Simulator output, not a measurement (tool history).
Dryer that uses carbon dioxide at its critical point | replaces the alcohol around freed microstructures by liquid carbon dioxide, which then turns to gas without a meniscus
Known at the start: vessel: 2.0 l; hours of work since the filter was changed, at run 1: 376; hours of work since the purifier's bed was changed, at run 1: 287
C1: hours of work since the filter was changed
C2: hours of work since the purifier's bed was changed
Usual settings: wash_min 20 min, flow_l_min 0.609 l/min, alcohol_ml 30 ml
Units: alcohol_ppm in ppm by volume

{"run": 1, "day": 0.0, "wash_min": 20, "flow_l_min": 0.609, "alcohol_ml": 30, "C1": 376, "C2": 287, "alcohol_ppm": 181}
{"run": 2, "day": 0.329, "wash_min": 16, "flow_l_min": 0.609, "alcohol_ml": 30, "C1": 379, "C2": 290, "alcohol_ppm": 373}
{"run": 3, "day": 0.658, "wash_min": 15, "flow_l_min": 0.609, "alcohol_ml": 30, "C1": 382, "C2": 293, "alcohol_ppm": 450}
{"run": 4, "day": 1.108, "wash_min": 20, "flow_l_min": 0.74, "alcohol_ml": 30, "C1": 386, "C2": 298, "alcohol_ppm": 112}
{"run": 5, "day": 1.754, "wash_min": 20, "flow_l_min": 0.609, "alcohol_ml": 30, "C1": 392, "C2": 304, "alcohol_ppm": 191}
{"run": 6, "day": 2.479, "wash_min": 20, "flow_l_min": 0.609, "alcohol_ml": 30, "C1": 399, "C2": 311, "alcohol_ppm": 189}
{"run": 7, "day": 3.154, "wash_min": 20, "flow_l_min": 0.609, "alcohol_ml": 30, "C1": 405, "C2": 317, "alcohol_ppm": 196}
{"run": 8, "day": 3.521, "wash_min": 20, "flow_l_min": 0.609, "alcohol_ml": 30, "C1": 409, "C2": 320, "alcohol_ppm": 195}
{"run": 9, "day": 3.838, "wash_min": 20, "flow_l_min": 0.609, "alcohol_ml": 30, "C1": 412, "C2": 323, "alcohol_ppm": 180}
{"run": 10, "day": 4.317, "wash_min": 20, "flow_l_min": 0.609, "alcohol_ml": 30, "C1": 416, "C2": 328, "alcohol_ppm": 209}
{"run": 11, "day": 4.942, "wash_min": 20, "flow_l_min": 0.609, "alcohol_ml": 30, "C1": 422, "C2": 334, "alcohol_ppm": 198}
{"run": 12, "day": 5.683, "wash_min": 20, "flow_l_min": 0.609, "alcohol_ml": 30, "C1": 429, "C2": 341, "alcohol_ppm": 202}
{"run": 13, "day": 6.446, "wash_min": 20, "flow_l_min": 0.609, "alcohol_ml": 30, "C1": 437, "C2": 348, "alcohol_ppm": 211}
{"run": 14, "day": 6.804, "wash_min": 20, "flow_l_min": 0.609, "alcohol_ml": 30, "C1": 440, "C2": 352, "alcohol_ppm": 193}
{"run": 15, "day": 7.242, "wash_min": 13, "flow_l_min": 0.609, "alcohol_ml": 30, "C1": 444, "C2": 356, "alcohol_ppm": 764}
{"run": 16, "day": 7.983, "wash_min": 13, "flow_l_min": 0.377, "alcohol_ml": 30, "C1": 451, "C2": 363, "alcohol_ppm": 2425}
{"run": 17, "day": 8.7, "wash_min": 25, "flow_l_min": 0.609, "alcohol_ml": 30, "C1": 458, "C2": 370, "alcohol_ppm": 120}
{"run": 18, "day": 9.438, "wash_min": 20, "flow_l_min": 0.609, "alcohol_ml": 30, "C1": 465, "C2": 377, "alcohol_ppm": 220}
{"run": 19, "day": 9.825, "wash_min": 20, "flow_l_min": 0.609, "alcohol_ml": 30, "C1": 469, "C2": 380, "alcohol_ppm": 220}
{"run": 20, "day": 10.204, "wash_min": 20, "flow_l_min": 0.609, "alcohol_ml": 30, "C1": 472, "C2": 384, "alcohol_ppm": 211}
{"run": 21, "day": 10.588, "wash_min": 20, "flow_l_min": 0.609, "alcohol_ml": 30, "C1": 476, "C2": 387, "alcohol_ppm": 216}
{"run": 22, "day": 11.267, "wash_min": 20, "flow_l_min": 0.609, "alcohol_ml": 30, "C1": 482, "C2": 394, "alcohol_ppm": 230}
{"run": 23, "day": 11.579, "wash_min": 20, "flow_l_min": 0.609, "alcohol_ml": 30, "C1": 485, "C2": 397, "alcohol_ppm": 216}
{"run": 24, "day": 12.0, "wash_min": 20, "flow_l_min": 0.609, "alcohol_ml": 30, "C1": 489, "C2": 401, "alcohol_ppm": 231}
{"run": 25, "day": 12.5, "wash_min": 20, "flow_l_min": 0.609, "alcohol_ml": 30, "C1": 494, "C2": 406, "alcohol_ppm": 227}
{"run": 26, "day": 13.012, "wash_min": 21, "flow_l_min": 0.959, "alcohol_ml": 79, "C1": 499, "C2": 410, "alcohol_ppm": 100}
{"run": 27, "day": 13.758, "wash_min": 20, "flow_l_min": 0.376, "alcohol_ml": 30, "C1": 506, "C2": 417, "alcohol_ppm": 987}
{"run": 28, "day": 14.158, "wash_min": 20, "flow_l_min": 0.376, "alcohol_ml": 30, "C1": 510, "C2": 421, "alcohol_ppm": 977}
{"run": 29, "day": 14.504, "wash_min": 20, "flow_l_min": 0.376, "alcohol_ml": 30, "C1": 513, "C2": 425, "alcohol_ppm": 952}
{"run": 30, "day": 14.846, "wash_min": 20, "flow_l_min": 0.376, "alcohol_ml": 30, "C1": 516, "C2": 428, "alcohol_ppm": 959}
{"run": 31, "day": 15.275, "wash_min": 12, "flow_l_min": 0.609, "alcohol_ml": 36, "C1": 520, "C2": 432, "alcohol_ppm": 1148}
{"run": 32, "day": 15.771, "wash_min": 12, "flow_l_min": 0.609, "alcohol_ml": 36, "C1": 525, "C2": 437, "alcohol_ppm": 1153}
{"run": 33, "day": 16.183, "wash_min": 31, "flow_l_min": 0.582, "alcohol_ml": 30, "C1": 529, "C2": 440, "alcohol_ppm": 121}
{"run": 34, "day": 16.717, "wash_min": 31, "flow_l_min": 0.582, "alcohol_ml": 30, "C1": 534, "C2": 446, "alcohol_ppm": 121}
{"run": 35, "day": 17.138, "wash_min": 31, "flow_l_min": 0.418, "alcohol_ml": 21, "C1": 538, "C2": 450, "alcohol_ppm": 180}
{"run": 36, "day": 17.829, "wash_min": 31, "flow_l_min": 0.553, "alcohol_ml": 21, "C1": 544, "C2": 456, "alcohol_ppm": 115}
{"run": 37, "day": 18.221, "wash_min": 17, "flow_l_min": 0.553, "alcohol_ml": 37, "C1": 548, "C2": 460, "alcohol_ppm": 616}
{"run": 38, "day": 18.829, "wash_min": 17, "flow_l_min": 0.553, "alcohol_ml": 37, "C1": 554, "C2": 466, "alcohol_ppm": 608}
{"run": 39, "day": 19.283, "wash_min": 17, "flow_l_min": 0.438, "alcohol_ml": 76, "C1": 558, "C2": 470, "alcohol_ppm": 2449}
{"run": 40, "day": 19.833, "wash_min": 13, "flow_l_min": 0.758, "alcohol_ml": 23, "C1": 563, "C2": 475, "alcohol_ppm": 354}
{"day": 20.588, "done": "inlet filter changed"}
{"run": 41, "day": 20.588, "wash_min": 12, "flow_l_min": 0.758, "alcohol_ml": 23, "C1": 0, "C2": 482, "alcohol_ppm": 316}
{"run": 42, "day": 20.908, "wash_min": 12, "flow_l_min": 0.758, "alcohol_ml": 23, "C1": 3, "C2": 485, "alcohol_ppm": 313}
{"run": 43, "day": 21.333, "wash_min": 16, "flow_l_min": 0.609, "alcohol_ml": 118, "C1": 7, "C2": 489, "alcohol_ppm": 985}
{"run": 44, "day": 22.096, "wash_min": 20, "flow_l_min": 0.888, "alcohol_ml": 56, "C1": 14, "C2": 496, "alcohol_ppm": 123}
{"run": 45, "day": 22.671, "wash_min": 27, "flow_l_min": 0.445, "alcohol_ml": 56, "C1": 20, "C2": 502, "alcohol_ppm": 288}
{"run": 46, "day": 23.108, "wash_min": 31, "flow_l_min": 0.783, "alcohol_ml": 30, "C1": 24, "C2": 506, "alcohol_ppm": 113}
{"run": 47, "day": 23.717, "wash_min": 19, "flow_l_min": 0.695, "alcohol_ml": 58, "C1": 30, "C2": 511, "alcohol_ppm": 209}

Measured less the same run without the tool's hidden state. The same run-to-run variation is in both; the gauge's scatter may not be:
The hidden state here: flow that reaches the vessel past the clogged filter, %; alcohol in the recycled carbon dioxide, ppm; drift of the gauge itself on alcohol_ppm, %.
run=1 alcohol_ppm=+100
run=2 alcohol_ppm=+150
run=3 alcohol_ppm=+170
run=4 alcohol_ppm=+79
run=5 alcohol_ppm=+109
run=6 alcohol_ppm=+107
run=7 alcohol_ppm=+112
run=8 alcohol_ppm=+114
run=9 alcohol_ppm=+112
run=10 alcohol_ppm=+120
run=11 alcohol_ppm=+118
run=12 alcohol_ppm=+121
run=13 alcohol_ppm=+123
run=14 alcohol_ppm=+121
run=15 alcohol_ppm=+266
run=16 alcohol_ppm=+508
run=17 alcohol_ppm=+99
run=18 alcohol_ppm=+134
run=19 alcohol_ppm=+134
run=20 alcohol_ppm=+136
run=21 alcohol_ppm=+136
run=22 alcohol_ppm=+139
run=23 alcohol_ppm=+137
run=24 alcohol_ppm=+142
run=25 alcohol_ppm=+143
run=26 alcohol_ppm=+93
run=27 alcohol_ppm=+350
run=28 alcohol_ppm=+347
run=29 alcohol_ppm=+341
run=30 alcohol_ppm=+346
run=31 alcohol_ppm=+406
run=32 alcohol_ppm=+404
run=33 alcohol_ppm=+101
run=34 alcohol_ppm=+103
run=35 alcohol_ppm=+133
run=36 alcohol_ppm=+104
run=37 alcohol_ppm=+289
run=38 alcohol_ppm=+291
run=39 alcohol_ppm=+841
run=40 alcohol_ppm=+201
run=41 alcohol_ppm=+102
run=42 alcohol_ppm=+103
run=43 alcohol_ppm=+120
run=44 alcohol_ppm=+102
run=45 alcohol_ppm=+112
run=46 alcohol_ppm=+105
run=47 alcohol_ppm=+112
